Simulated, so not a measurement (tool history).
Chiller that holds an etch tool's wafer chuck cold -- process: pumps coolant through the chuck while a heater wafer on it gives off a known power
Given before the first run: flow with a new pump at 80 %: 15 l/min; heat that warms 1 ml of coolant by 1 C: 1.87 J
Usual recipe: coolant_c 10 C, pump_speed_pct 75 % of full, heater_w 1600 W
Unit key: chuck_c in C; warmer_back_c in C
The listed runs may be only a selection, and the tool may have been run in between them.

run 1 day=0 | coolant_c=10 pump_speed_pct=75 heater_w=1600 | chuck_c=19.7 warmer_back_c=3.63
run 2 day=3.488 | coolant_c=12 pump_speed_pct=75 heater_w=1600 | chuck_c=21.7 warmer_back_c=3.67
run 3 day=7.129 | coolant_c=12 pump_speed_pct=75 heater_w=1600 | chuck_c=21.7 warmer_back_c=3.64
run 4 day=9.092 | coolant_c=12 pump_speed_pct=75 heater_w=1600 | chuck_c=21.7 warmer_back_c=3.76
run 5 day=12.508 | coolant_c=10 pump_speed_pct=75 heater_w=1600 | chuck_c=19.7 warmer_back_c=3.74
run 6 day=14.633 | coolant_c=10 pump_speed_pct=75 heater_w=1600 | chuck_c=19.8 warmer_back_c=3.73
run 7 day=17.2 | coolant_c=12 pump_speed_pct=75 heater_w=1600 | chuck_c=21.8 warmer_back_c=3.77
run 8 day=19.871 | coolant_c=12 pump_speed_pct=75 heater_w=1600 | chuck_c=21.9 warmer_back_c=3.75
run 9 day=22.721 | coolant_c=12 pump_speed_pct=75 heater_w=1600 | chuck_c=21.5 warmer_back_c=3.78
run 10 day=25.483 | coolant_c=12 pump_speed_pct=75 heater_w=1600 | chuck_c=21.7 warmer_back_c=3.71
run 11 day=28.771 | coolant_c=1 pump_speed_pct=75 heater_w=1600 | chuck_c=10.6 warmer_back_c=3.76
run 12 day=32.017 | coolant_c=1 pump_speed_pct=75 heater_w=1600 | chuck_c=10.5 warmer_back_c=3.79
run 13 day=34.9 | coolant_c=1 pump_speed_pct=75 heater_w=1600 | chuck_c=10.6 warmer_back_c=3.78
run 14 day=36.867 | coolant_c=1 pump_speed_pct=75 heater_w=1600 | chuck_c=10.5 warmer_back_c=3.8
run 15 day=40.175 | coolant_c=1 pump_speed_pct=75 heater_w=1588 | chuck_c=10.6 warmer_back_c=3.76
run 16 day=43.371 | coolant_c=1 pump_speed_pct=75 heater_w=1588 | chuck_c=10.7 warmer_back_c=3.75
-- day=45.421 chiller's thermometer calibrated
run 17 day=46.371 | coolant_c=1 pump_speed_pct=75 heater_w=1588 | chuck_c=10.5 warmer_back_c=3.78
run 18 day=48.804 | coolant_c=1 pump_speed_pct=75 heater_w=1588 | chuck_c=10.6 warmer_back_c=3.86
run 19 day=50.854 | coolant_c=14 pump_speed_pct=69 heater_w=1526 | chuck_c=23.7 warmer_back_c=4.03
run 20 day=54.075 | coolant_c=18 pump_speed_pct=80 heater_w=1526 | chuck_c=26.8 warmer_back_c=3.45
run 21 day=56.025 | coolant_c=18 pump_speed_pct=80 heater_w=1526 | chuck_c=27 warmer_back_c=3.47
run 22 day=57.879 | coolant_c=16 pump_speed_pct=95 heater_w=1518 | chuck_c=23.9 warmer_back_c=2.83
run 23 day=60.267 | coolant_c=19 pump_speed_pct=95 heater_w=1518 | chuck_c=26.8 warmer_back_c=2.86
run 24 day=63.5 | coolant_c=19 pump_speed_pct=95 heater_w=1518 | chuck_c=26.8 warmer_back_c=2.92
run 25 day=65.729 | coolant_c=3 pump_speed_pct=78 heater_w=845 | chuck_c=8 warmer_back_c=2.01
run 26 day=67.9 | coolant_c=3 pump_speed_pct=78 heater_w=845 | chuck_c=7.9 warmer_back_c=2.06
run 27 day=70.842 | coolant_c=14 pump_speed_pct=78 heater_w=1600 | chuck_c=23.3 warmer_back_c=3.76
run 28 day=74.425 | coolant_c=14 pump_speed_pct=78 heater_w=1600 | chuck_c=23.4 warmer_back_c=3.75
run 29 day=78.254 | coolant_c=10 pump_speed_pct=89 heater_w=1600 | chuck_c=18.6 warmer_back_c=3.32
run 30 day=80.167 | coolant_c=2 pump_speed_pct=93 heater_w=1600 | chuck_c=10.2 warmer_back_c=3.18
run 31 day=82.179 | coolant_c=2 pump_speed_pct=93 heater_w=1600 | chuck_c=10.3 warmer_back_c=3.2

Here are 4 independent what-if runs from the current tool condition. What would each one return?
run A day=85.412 | coolant_c=16 pump_speed_pct=75 heater_w=1600 | chuck_c=? warmer_back_c=?
run B day=85.412 | coolant_c=19 pump_speed_pct=93 heater_w=1745 | chuck_c=? warmer_back_c=?
run C day=85.412 | coolant_c=10 pump_speed_pct=72 heater_w=1600 | chuck_c=? warmer_back_c=?
run D day=85.412 | coolant_c=9 pump_speed_pct=92 heater_w=1156 | chuck_c=? warmer_back_c=?

run=A chuck_c=25.8 warmer_back_c=3.94
run=B chuck_c=28.1 warmer_back_c=3.44
run=C chuck_c=20 warmer_back_c=4.14
run=D chuck_c=15 warmer_back_c=2.41
With no hidden state in the tool, these same runs would have given:
run=A chuck_c=25.8 warmer_back_c=3.67
run=B chuck_c=28.1 warmer_back_c=3.16
run=C chuck_c=20 warmer_back_c=3.86
run=D chuck_c=15 warmer_back_c=2.14

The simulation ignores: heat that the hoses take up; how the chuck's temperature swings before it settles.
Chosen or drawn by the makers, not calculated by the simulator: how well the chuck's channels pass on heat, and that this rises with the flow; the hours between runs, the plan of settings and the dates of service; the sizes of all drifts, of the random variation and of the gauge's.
